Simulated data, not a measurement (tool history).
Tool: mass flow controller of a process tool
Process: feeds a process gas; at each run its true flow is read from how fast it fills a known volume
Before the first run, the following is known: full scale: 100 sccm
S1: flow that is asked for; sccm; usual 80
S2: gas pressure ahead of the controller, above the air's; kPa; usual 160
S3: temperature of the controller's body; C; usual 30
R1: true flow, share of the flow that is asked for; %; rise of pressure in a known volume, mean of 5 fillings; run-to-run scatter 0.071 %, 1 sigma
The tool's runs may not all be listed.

run	hour	S1	S2	S3	R1
1	0.0	80	160	30	99.52
2	254.6	80	160	30	99.60
3	431.5	80	160	30	99.58
4	607.7	80	160	30	99.62
5	875.4	80	160	30	99.60
6	1046.0	80	160	30	99.67
7	1198.6	10	160	30	98.05
8	1378.6	10	160	30	98.02
9	1654.2	80	160	23	100.11
10	1952.7	46	165	22	99.66
11	2210.0	46	270	35	98.41
12	2435.9	46	270	30	98.70
13	2786.6	80	262	20	99.88
14	3060.9	80	164	29	99.90
15	3203.6	80	252	29	99.54
16	3499.6	80	252	29	99.42
17	3696.5	18	147	28	98.73

4 options for the next run, each taken on its own from the tool as it stands now. Forecast them:
A	4011.8	80	148	30	?
B	4011.8	28	172	28	?
C	4011.8	18	155	28	?
D	4011.8	18	263	28	?

run	R1
A	100.08
B	98.98
C	98.63
D	98.29
The same runs, with their run-to-run variation unchanged, on a tool lacking any hidden condition would have given:
run	R1
A	99.69
B	98.93
C	98.86
D	98.52
